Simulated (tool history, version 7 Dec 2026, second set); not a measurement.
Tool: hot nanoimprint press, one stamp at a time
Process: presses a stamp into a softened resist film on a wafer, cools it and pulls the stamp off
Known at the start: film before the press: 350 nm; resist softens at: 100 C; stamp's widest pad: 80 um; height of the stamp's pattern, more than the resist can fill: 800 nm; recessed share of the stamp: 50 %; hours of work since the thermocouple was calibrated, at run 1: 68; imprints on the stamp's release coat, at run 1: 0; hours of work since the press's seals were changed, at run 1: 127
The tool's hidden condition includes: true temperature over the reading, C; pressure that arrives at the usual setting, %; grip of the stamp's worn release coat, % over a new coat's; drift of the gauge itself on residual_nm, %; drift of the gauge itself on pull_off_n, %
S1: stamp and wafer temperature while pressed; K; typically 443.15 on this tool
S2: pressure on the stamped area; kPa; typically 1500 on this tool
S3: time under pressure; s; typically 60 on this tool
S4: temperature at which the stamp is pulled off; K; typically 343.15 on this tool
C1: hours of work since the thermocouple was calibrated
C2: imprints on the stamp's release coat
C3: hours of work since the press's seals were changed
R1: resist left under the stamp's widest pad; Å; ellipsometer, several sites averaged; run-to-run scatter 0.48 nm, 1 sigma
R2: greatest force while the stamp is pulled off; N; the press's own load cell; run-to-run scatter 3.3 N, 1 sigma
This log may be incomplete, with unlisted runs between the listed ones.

run	day	S1	S2	S3	S4	C1	C2	C3	R1	R2
1	0	443.15	1500	60	343.15	68	0	127	1225	156
2	1.179	443.15	1500	60	343.15	82	66	140	1229	162
3	2.346	443.15	1500	60	343.15	96	131	154	1228	160
4	3.633	443.15	1500	76	343.15	110	203	168	1129	166
5	4.788	438.15	1500	76	343.15	124	267	182	1404	170
6	5.462	443.15	1640	60	343.15	131	305	190	1170	176
7	6.788	443.15	1640	60	343.15	147	379	205	1157	175
8	7.904	443.15	1500	60	343.15	160	441	218	1225	174
# day 8.1: plate thermocouple calibrated
9	9.362	438.15	1500	60	343.15	15	516	233	1506	183
10	10.788	443.15	1500	60	343.15	31	595	249	1206	187
11	12.254	443.15	1500	60	343.15	48	677	266	1206	192
12	13.125	443.15	1500	60	343.15	58	726	276	1209	188
# day 13.833: plate thermocouple calibrated, once more
13	14.233	441.15	1500	60	343.15	5	780	288	1360	195
14	15.612	441.15	1500	60	343.15	21	857	304	1359	195
15	16.525	443.15	1500	60	343.15	31	908	314	1243	199
# day 17.021: stamp cleaned and given a new release coat
16	17.833	443.15	2060	75	343.15	43	45	326	961	153
17	18.588	453.15	1510	60	343.15	52	87	335	808	163
18	19.962	433.15	1190	104	340.15	68	164	351	1801	168
19	21.225	435.15	1740	60	347.15	82	235	365	1630	158
20	21.967	443.15	2320	81	343.15	91	276	374	859	170
21	23.321	439.15	1500	60	343.15	107	352	390	1483	171
22	24.625	443.15	1500	60	331.15	122	424	405	1234	217
23	25.4	443.15	1900	60	343.15	131	468	414	1086	180
24	26.658	443.15	1900	60	343.15	145	538	428	1082	183
25	27.346	443.15	1990	60	340.15	153	576	436	1063	191
26	28.042	451.15	1990	60	340.15	161	615	444	749	194
27	28.812	443.15	1500	39	343.15	170	658	453	1426	185
28	29.812	443.15	1500	39	343.15	181	714	465	1445	190
29	30.742	446.15	1500	59	343.15	192	766	475	1098	193
30	32.079	446.15	1500	59	343.15	208	840	491	1090	199

Hidden state or all else? Some run-to-run changes of R1, split into what the settings, what came in and random variation would give without the hidden state, and what is left for the hidden state (with any gauge scatter that isn't in both results):
Run 8 -> 9: S1 443.15 -> 438.15, plate thermocouple calibrated. R1 +281 Å: hidden state -19, all else +300.
Run 12 -> 13: S1 443.15 -> 441.15, plate thermocouple calibrated, once more. R1 +151 Å: hidden state +39, all else +112.
Run 17 -> 18: S1 453.15 -> 433.15, S2 1510 -> 1190, S3 60 -> 104, S4 343.15 -> 340.15. R1 +993 Å: hidden state -2, all else +995.
Run 18 -> 19: S1 433.15 -> 435.15, S2 1190 -> 1740, S3 104 -> 60, S4 340.15 -> 347.15. R1 -171 Å: hidden state +7, all else -178.
Run 19 -> 20: S1 435.15 -> 443.15, S2 1740 -> 2320, S3 60 -> 81, S4 347.15 -> 343.15. R1 -771 Å: hidden state +0, all else -771.
Run 26 -> 27: S1 451.15 -> 443.15, S2 1990 -> 1500, S3 60 -> 39, S4 340.15 -> 343.15. R1 +677 Å: hidden state -4, all else +681.
